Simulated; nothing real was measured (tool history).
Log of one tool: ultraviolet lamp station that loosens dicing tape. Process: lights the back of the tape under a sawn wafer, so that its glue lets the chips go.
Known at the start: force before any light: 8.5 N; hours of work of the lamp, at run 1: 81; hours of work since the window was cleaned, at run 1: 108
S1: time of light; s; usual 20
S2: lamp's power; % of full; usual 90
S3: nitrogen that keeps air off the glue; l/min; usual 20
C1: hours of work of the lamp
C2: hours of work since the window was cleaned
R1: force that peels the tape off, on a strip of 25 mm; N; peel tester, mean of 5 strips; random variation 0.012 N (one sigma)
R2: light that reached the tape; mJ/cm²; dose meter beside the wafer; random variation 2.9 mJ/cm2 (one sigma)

run,hour,S1,S2,S3,C1,C2,R1,R2
1,0.0,20,90,20,81,108,0.620,393
2,25.4,20,90,20,94,122,0.623,389
3,67.2,20,90,20,117,144,0.662,381
4,93.8,20,90,20,132,159,0.667,378
5,132.9,20,90,20,153,180,0.671,373
6,166.3,21,90,20,171,198,0.640,385
7,189.6,20,90,28,184,211,0.547,363
# hour 192.4: window cleaned of glue's vapour
8,228.2,20,66,40,205,20,0.884,261
9,274.3,27,73,8,230,45,1.335,378
10,302.1,36,90,10,245,60,0.434,615
11,335.6,36,90,10,263,78,0.417,614
12,383.4,36,62,35,289,104,0.370,410
13,418.3,20,90,14,308,123,1.168,329
# hour 437.0: window cleaned of glue's vapour, once more
14,461.4,20,90,14,332,13,1.083,338

Forecast each of these 5 alternatives for the next run:
A,497.3,33,95,22,351,33,?,?
B,497.3,29,90,20,351,33,?,?
C,497.3,24,74,33,351,33,?,?
D,497.3,24,90,20,351,33,?,?
E,497.3,32,90,20,351,33,?,?

run,R1,R2
A,0.264,577
B,0.405,484
C,0.633,329
D,0.565,400
E,0.328,533
Without the tool's hidden state the same runs would have given:
run,R1,R2
A,0.203,720
B,0.273,604
C,0.396,410
D,0.356,499
E,0.233,664

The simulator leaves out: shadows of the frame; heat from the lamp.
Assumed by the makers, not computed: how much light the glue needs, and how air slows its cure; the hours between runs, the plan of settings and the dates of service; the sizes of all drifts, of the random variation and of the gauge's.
